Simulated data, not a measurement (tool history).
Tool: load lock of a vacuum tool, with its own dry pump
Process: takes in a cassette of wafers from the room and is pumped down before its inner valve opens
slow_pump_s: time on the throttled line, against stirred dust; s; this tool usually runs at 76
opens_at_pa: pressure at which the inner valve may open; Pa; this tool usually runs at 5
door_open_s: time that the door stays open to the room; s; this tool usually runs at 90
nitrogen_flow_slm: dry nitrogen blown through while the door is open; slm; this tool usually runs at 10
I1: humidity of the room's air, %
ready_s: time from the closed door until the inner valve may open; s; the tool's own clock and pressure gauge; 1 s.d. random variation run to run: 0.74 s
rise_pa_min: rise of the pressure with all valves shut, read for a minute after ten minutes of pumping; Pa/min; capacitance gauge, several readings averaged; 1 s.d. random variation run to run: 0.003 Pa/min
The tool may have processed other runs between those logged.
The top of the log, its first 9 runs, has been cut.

Run 10, hour 5234.8: usual settings; I1 47.8. Result: ready_s 132.2 s, rise_pa_min 0.045 Pa/min.
Run 11, hour 5646.7: usual settings; I1 49.6. Result: ready_s 133.5 s, rise_pa_min 0.052 Pa/min.
Run 12, hour 6038.8: usual settings; I1 48.5. Result: ready_s 132.1 s, rise_pa_min 0.045 Pa/min.
Run 13, hour 6400.1: usual settings; I1 43.1. Result: ready_s 132 s, rise_pa_min 0.043 Pa/min.
Run 14, hour 6933: usual settings but slow_pump_s 48 s; I1 41.1. Result: ready_s 110 s, rise_pa_min 0.036 Pa/min.
Run 15, hour 7278.1: usual settings; I1 43.4. Result: ready_s 133.8 s, rise_pa_min 0.045 Pa/min.
Run 16, hour 7818.7: usual settings; I1 42.2. Result: ready_s 131.9 s, rise_pa_min 0.041 Pa/min.
Run 17, hour 8462: usual settings but door_open_s 213 s, nitrogen_flow_slm 12 slm; I1 43.9. Result: ready_s 132.5 s, rise_pa_min 0.049 Pa/min.
Run 18, hour 8980.9: usual settings but door_open_s 213 s, nitrogen_flow_slm 12 slm; I1 43.3. Result: ready_s 131.2 s, rise_pa_min 0.057 Pa/min.
At hour 9095.1: door's seal changed, seat wiped.
Run 19, hour 9698.2: usual settings but door_open_s 101 s, nitrogen_flow_slm 13 slm; I1 45.1. Result: ready_s 132.1 s, rise_pa_min 0.04 Pa/min.
Run 20, hour 10049.5: usual settings but opens_at_pa 7 Pa, door_open_s 101 s, nitrogen_flow_slm 13 slm; I1 45.6. Result: ready_s 128.9 s, rise_pa_min 0.044 Pa/min.
Run 21, hour 10582.3: usual settings but opens_at_pa 7 Pa, door_open_s 101 s, nitrogen_flow_slm 13 slm; I1 45.6. Result: ready_s 129 s, rise_pa_min 0.043 Pa/min.
Run 22, hour 11178.2: usual settings but opens_at_pa 7 Pa, door_open_s 101 s, nitrogen_flow_slm 5 slm; I1 43.3. Result: ready_s 127.8 s, rise_pa_min 0.052 Pa/min.
Run 23, hour 11898: usual settings but opens_at_pa 7 Pa, door_open_s 101 s, nitrogen_flow_slm 5 slm; I1 41.9. Result: ready_s 128.5 s, rise_pa_min 0.049 Pa/min.
Run 24, hour 12373.2: usual settings but opens_at_pa 7 Pa, door_open_s 101 s, nitrogen_flow_slm 5 slm; I1 42.1. Result: ready_s 128.6 s, rise_pa_min 0.049 Pa/min.
Run 25, hour 12934.6: usual settings but slow_pump_s 56 s, door_open_s 150 s, nitrogen_flow_slm 12 slm; I1 43. Result: ready_s 116.8 s, rise_pa_min 0.047 Pa/min.
At hour 13346.5: dry pump taken out, an overhauled one fitted.
Run 26, hour 13433.8: usual settings but slow_pump_s 56 s, door_open_s 150 s, nitrogen_flow_slm 12 slm; I1 43.7. Result: ready_s 116.9 s, rise_pa_min 0.044 Pa/min.
Run 27, hour 13829.2: usual settings but slow_pump_s 56 s, opens_at_pa 6 Pa, door_open_s 78 s, nitrogen_flow_slm 12 slm; I1 42.6. Result: ready_s 115.4 s, rise_pa_min 0.032 Pa/min.
Run 28, hour 14223.3: usual settings but opens_at_pa 6 Pa, door_open_s 83 s; I1 47.1. Result: ready_s 131.5 s, rise_pa_min 0.045 Pa/min.
Run 29, hour 14906.6: usual settings but opens_at_pa 6 Pa, door_open_s 83 s; I1 43.1. Result: ready_s 130.3 s, rise_pa_min 0.043 Pa/min.
Run 30, hour 15379.9: usual settings but opens_at_pa 4 Pa, door_open_s 74 s, nitrogen_flow_slm 44 slm; I1 45.4. Result: ready_s 133.8 s, rise_pa_min 0.021 Pa/min.
Run 31, hour 15943.4: usual settings but door_open_s 74 s, nitrogen_flow_slm 21 slm; I1 46.7. Result: ready_s 133.1 s, rise_pa_min 0.028 Pa/min.
Run 32, hour 16439: usual settings but slow_pump_s 116 s, door_open_s 119 s; I1 44.6. Result: ready_s 161.2 s, rise_pa_min 0.049 Pa/min.

Below are 4 alternative next runs, each starting from the tool's condition after run 32. Predict each:
Run A, hour 16919.4: usual settings but nitrogen_flow_slm 25 slm; I1 44.7. Result: ready_s ?, rise_pa_min ?.
Run B, hour 16919.4: usual settings but slow_pump_s 116 s, opens_at_pa 6 Pa, door_open_s 119 s, nitrogen_flow_slm 5 slm; I1 47.1. Result: ready_s ?, rise_pa_min ?.
Run C, hour 16919.4: usual settings but slow_pump_s 116 s, opens_at_pa 10 Pa, door_open_s 119 s; I1 45.6. Result: ready_s ?, rise_pa_min ?.
Run D, hour 16919.4: usual settings but slow_pump_s 116 s, opens_at_pa 6 Pa, door_open_s 121 s, nitrogen_flow_slm 19 slm; I1 44.7. Result: ready_s ?, rise_pa_min ?.

run  ready_s  rise_pa_min
  A    132.9        0.029
  B    159.2        0.066
  C    155.7        0.049
  D    162.7        0.033
Stripped of hidden state, with their random variation kept, the same runs would have yielded:
run  ready_s  rise_pa_min
  A    132.9        0.028
  B    159.2        0.065
  C    155.7        0.048
  D    162.7        0.033

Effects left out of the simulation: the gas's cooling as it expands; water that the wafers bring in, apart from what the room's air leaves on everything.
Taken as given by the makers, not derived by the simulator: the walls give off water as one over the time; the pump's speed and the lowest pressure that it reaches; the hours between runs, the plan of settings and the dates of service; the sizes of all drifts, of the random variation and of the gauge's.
